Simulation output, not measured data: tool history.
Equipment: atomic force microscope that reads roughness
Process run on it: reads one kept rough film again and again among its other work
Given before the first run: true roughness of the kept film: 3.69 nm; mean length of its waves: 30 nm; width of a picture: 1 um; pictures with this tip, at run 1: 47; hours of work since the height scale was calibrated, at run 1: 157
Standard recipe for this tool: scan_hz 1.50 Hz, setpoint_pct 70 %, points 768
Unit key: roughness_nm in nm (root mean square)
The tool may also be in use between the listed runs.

run   hour  scan_hz  setpoint_pct  points  pictures with this tip  hours of work since the height scale was calibrated  roughness_nm
  1    0.0     1.50            70     768                      47                                                  157         2.601
  2    6.8     1.50            70     768                      59                                                  161         2.523
  3   10.7     1.50            70     768                      65                                                  162         2.461
  4   19.6     1.50            70     768                      80                                                  167         2.393
  5   28.1     1.50            70     405                      95                                                  171         2.287
      35.2  -- new tip fitted
  6   35.4     1.50            70     405                       0                                                  174         2.968
  7   39.4     1.50            70     405                       7                                                  176         2.939
  8   44.6     1.50            70     405                      16                                                  179         2.835
  9   49.4     1.50            74     768                      24                                                  181         2.767
 10   57.7     1.50            74     768                      38                                                  185         2.651
 11   66.5     1.50            74     768                      53                                                  190         2.533
 12   75.4     1.50            56     768                      68                                                  194         2.535
 13   80.8     1.50            56     768                      77                                                  197         2.477
 14   85.9     1.50            56     768                      86                                                  199         2.435
 15   92.5     1.50            56     768                      97                                                  203         2.365
 16   96.7     1.50            84     523                     104                                                  205         2.158
      98.5  -- new tip fitted
 17  104.5     0.85            60     523                      11                                                  208         3.000
 18  111.1     0.85            60     523                      22                                                  212         2.916
 19  119.8     1.50            60     355                      37                                                  216         2.744
 20  123.9     2.51            60     987                      44                                                  218         2.657
 21  131.0     1.50            57     272                      56                                                  222         2.594
 22  137.4     1.50            57     272                      67                                                  225         2.519
 23  141.6     1.93            79     409                      74                                                  227         2.304
 24  148.6     1.93            79     409                      85                                                  230         2.245
 25  154.5     1.93            79     663                      95                                                  233         2.188
 26  158.4     1.63            87     642                     102                                                  235         2.118
     161.5  -- new tip fitted
 27  165.1     1.63            87     642                       7                                                  238         2.727
 28  169.5     1.63            87     642                      14                                                  240         2.655
 29  175.8     1.73            87     310                      25                                                  244         2.533
 30  184.4     0.59            72     768                      39                                                  248         2.737

Forecast each of these 4 alternatives for the next run:
  A  189.9     3.47            57     503                      49                                                  251             ?
  B  189.9     1.79            59     349                      49                                                  251             ?
  C  189.9     2.43            70     596                      49                                                  251             ?
  D  189.9     1.05            72     768                      49                                                  251             ?

run  roughness_nm
  A         2.594
  B         2.622
  C         2.527
  D         2.618
What these runs would have given with no unlogged condition in the tool:
run  roughness_nm
  A         3.006
  B         3.040
  C         2.930
  D         3.035

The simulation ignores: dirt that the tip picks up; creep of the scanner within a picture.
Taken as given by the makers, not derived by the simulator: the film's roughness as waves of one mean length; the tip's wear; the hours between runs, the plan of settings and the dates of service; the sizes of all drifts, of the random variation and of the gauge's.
